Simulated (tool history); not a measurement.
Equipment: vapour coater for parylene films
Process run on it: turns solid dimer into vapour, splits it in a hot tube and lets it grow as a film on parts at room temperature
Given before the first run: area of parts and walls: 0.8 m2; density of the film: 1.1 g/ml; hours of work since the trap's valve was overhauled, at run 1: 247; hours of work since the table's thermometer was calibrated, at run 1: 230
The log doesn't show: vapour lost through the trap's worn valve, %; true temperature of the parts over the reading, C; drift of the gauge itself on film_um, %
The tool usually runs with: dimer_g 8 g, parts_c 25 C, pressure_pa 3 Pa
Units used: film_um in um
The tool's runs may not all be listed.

run   hour  dimer_g  parts_c  pressure_pa  hours of work since the trap's valve was overhauled  hours of work since the table's thermometer was calibrated  film_um
  1      0        8       25            3                                                  247                                                         230     5.14
  2   11.1        8       25            3                                                  255                                                         238     5.14
  3   25.2        4       25            3                                                  265                                                         248     2.53
  4   34.6        4       25            3                                                  272                                                         254     2.57
  5   49.7        8       25            3                                                  282                                                         265     5.12
  6   61.9        8       25            3                                                  291                                                         274     5.13
  7   74.7        8       25            3                                                  300                                                         283     5.08
  8   84.2        8       25            3                                                  307                                                         289     5.09
  9  102.5        8       25            3                                                  320                                                         302     5.13
 10    113        8       25        11.54                                                  327                                                         310     4.45
 11  130.7        8       25        11.54                                                  340                                                         322     4.47
 12  140.9        8       25        11.54                                                  347                                                         330     4.47
 13  154.7        8       25        11.54                                                  357                                                         339     4.49
 14  171.5        4       25            3                                                  369                                                         351     2.53
 15  186.2        4       25            3                                                  379                                                         362     2.52
 16  199.6        4       25            3                                                  388                                                         371     2.51
 17  214.2        4       25         4.46                                                  399                                                         381      2.4
 18  229.3        4       25         4.46                                                  409                                                         392     2.43
 19  238.9       12       25            3                                                  416                                                         399     7.53
     244.4  -- trap's valve overhauled
 20  251.4       12       25            3                                                    5                                                         405     7.19
 21  267.6       12       25            3                                                   16                                                         416     7.19
 22  275.2       12       25            3                                                   22                                                         422     7.22
     292.6  -- trap's valve overhauled, once more
 23  297.1       12       25            3                                                    3                                                         434     8.01
 24  308.6        4       24            3                                                   11                                                         443     2.73
 25  323.6        4       24            3                                                   22                                                         453     2.71
 26  340.4        4       24            3                                                   34                                                         465     2.72
 27  358.4        4       24         2.65                                                   47                                                         478     2.72
 28  371.1        8       19         2.65                                                   56                                                         487     5.99
 29  381.5        8       24         3.52                                                   63                                                         494     5.34
 30  398.1        8       24         3.52                                                   75                                                         506     5.29
 31  410.9        8       36         2.08                                                   84                                                         515     4.51
 32  423.1        9       21         9.72                                                   92                                                         524     5.73
 33  437.7        4       36            3                                                  103                                                         534     2.16
 34  447.7        4       36            3                                                  110                                                         541     2.19
 35  457.5        8       18            3                                                  117                                                         548     5.96
 36  465.8        5       25         2.84                                                  123                                                         554      3.3
 37  477.5        5       25         2.84                                                  131                                                         562     3.31
 38  491.8        8       18         5.42                                                  141                                                         572     5.62
 39    506        8       18         5.42                                                  151                                                         582     5.62
 40  519.8        7       35         6.55                                                  161                                                         592     3.58
 41  531.1        5       36            3                                                  169                                                         600     2.69
 42  546.3        5       36            3                                                  179                                                         611     2.69
 43  559.7        4       25         7.67                                                  189                                                         620     2.43
 44  568.2        3       35         2.78                                                  195                                                         626     1.64
 45  581.6        3       35         2.78                                                  204                                                         636     1.65
 46  595.7        8       19         4.61                                                  215                                                         646     5.49

Below are 3 alternative next runs, each starting from the tool's condition after run 46. Predict each:
  A  604.7        8       20         4.48                                                  221                                                         652        ?
  B  604.7        6       18         3.06                                                  221                                                         652        ?
  C  604.7       11       32        11.57                                                  221                                                         652        ?

run  film_um
  A     5.45
  B      4.4
  C     5.56
With no hidden state in the tool, these same runs would have given:
run  film_um
  A     5.56
  B      4.5
  C     5.68
